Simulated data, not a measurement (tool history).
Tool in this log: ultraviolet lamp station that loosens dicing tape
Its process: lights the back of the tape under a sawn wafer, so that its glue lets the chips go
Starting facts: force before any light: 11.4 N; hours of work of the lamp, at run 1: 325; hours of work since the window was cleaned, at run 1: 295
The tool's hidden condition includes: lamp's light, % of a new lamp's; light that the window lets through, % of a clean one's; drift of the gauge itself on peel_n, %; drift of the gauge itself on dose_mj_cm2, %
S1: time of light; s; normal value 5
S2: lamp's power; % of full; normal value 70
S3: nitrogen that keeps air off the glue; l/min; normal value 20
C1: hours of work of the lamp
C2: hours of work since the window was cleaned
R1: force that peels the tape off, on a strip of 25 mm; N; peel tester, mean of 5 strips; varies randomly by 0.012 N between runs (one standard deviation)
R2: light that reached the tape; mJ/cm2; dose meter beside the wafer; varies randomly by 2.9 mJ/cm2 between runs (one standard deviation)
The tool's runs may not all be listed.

run,hour,S1,S2,S3,C1,C2,R1,R2
1,0.0,5,70,20,325,295,0.731,370
2,19.9,5,70,20,333,303,0.753,368
3,57.3,5,70,20,348,318,0.746,369
4,103.1,5,70,20,367,336,0.786,359
5,126.0,5,70,20,376,346,0.763,360
# hour 129.8: window cleaned of glue's vapour
6,167.2,5,70,23,393,15,0.732,355
7,211.7,5,70,23,411,33,0.763,352
8,248.9,5,70,23,426,48,0.777,352
9,278.2,5,70,23,438,60,0.781,347
10,307.6,5,67,20,450,72,0.926,325
# hour 318.6: window cleaned of glue's vapour, once more
11,331.8,5,67,20,459,5,0.778,364
12,354.9,5,67,20,468,15,0.776,357
13,376.1,8,86,20,477,23,0.240,732
14,399.4,9,63,10,487,33,0.419,605
15,443.7,9,63,10,504,51,0.423,594
16,482.1,6,63,16,520,66,0.704,402
17,523.0,6,63,16,537,83,0.727,390
18,545.3,2,98,31,546,92,1.824,206

5 options for the next run, each taken on its own from the tool as it stands now. Forecast them:
A,566.7,2,98,23,554,101,?,?
B,566.7,5,63,6,554,101,?,?
C,566.7,5,70,28,554,101,?,?
D,566.7,7,73,31,554,101,?,?
E,566.7,2,84,20,554,101,?,?

run,R1,R2
A,2.173,200
B,1.980,327
C,0.649,365
D,0.309,528
E,2.940,172
What these runs would have given with no unlogged condition in the tool:
run,R1,R2
A,1.637,238
B,1.472,387
C,0.453,431
D,0.260,625
E,2.305,203
